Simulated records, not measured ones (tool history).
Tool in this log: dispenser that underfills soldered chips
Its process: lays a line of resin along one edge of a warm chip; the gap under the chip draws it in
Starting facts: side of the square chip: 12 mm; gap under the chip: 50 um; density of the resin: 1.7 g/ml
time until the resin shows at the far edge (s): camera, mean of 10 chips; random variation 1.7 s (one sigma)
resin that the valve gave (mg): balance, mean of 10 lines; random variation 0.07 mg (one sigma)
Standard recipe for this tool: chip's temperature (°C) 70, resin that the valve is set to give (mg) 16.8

run    day  chip's temperature (°C)  resin that the valve is set to give (mg)  time until the resin shows at the far edge (s)  resin that the valve gave (mg)
  1  0.000                       70                                      16.8                                           221.2                           16.44
     0.104  -- new syringe of resin
  2  0.138                       70                                      16.8                                           183.4                           16.54
  3  0.342                       61                                      16.8                                           354.6                           16.60
     0.496  -- new syringe of resin
  4  0.608                       70                                      21.3                                           186.8                           20.88
  5  0.825                       70                                      21.3                                           221.0                           20.85
     0.875  -- new syringe of resin
  6  1.017                       67                                      16.8                                           231.3                           16.41
  7  1.129                       67                                      16.8                                           253.1                           16.44
     1.258  -- new syringe of resin
  8  1.258                       71                                      20.6                                           165.3                           20.12
  9  1.421                       76                                      14.9                                           153.7                           14.48
     1.650  -- new syringe of resin
 10  1.683                       74                                      18.2                                           141.7                           17.73
 11  1.875                       69                                      14.7                                           230.5                           14.30
     2.029  -- new syringe of resin
 12  2.088                       59                                      18.5                                           338.5                           17.97
 13  2.325                       84                                      20.9                                           103.1                           20.13

Forecast each of these 3 alternatives for the next run:
     2.425  -- new syringe of resin
  A  2.462                       76                                      16.8                                               ?                               ?
     2.425  -- new syringe of resin
  B  2.462                       71                                      17.2                                               ?                               ?
     2.425  -- new syringe of resin
  C  2.462                       77                                      19.5                                               ?                               ?

run  time until the resin shows at the far edge (s)  resin that the valve gave (mg)
  A                                           131.1                           16.42
  B                                           173.5                           16.77
  C                                           123.5                           18.87
The same runs, with their run-to-run variation unchanged, on a tool lacking any hidden condition would have given:
run  time until the resin shows at the far edge (s)  resin that the valve gave (mg)
  A                                           123.5                           16.94
  B                                           163.4                           17.30
  C                                           116.9                           19.47
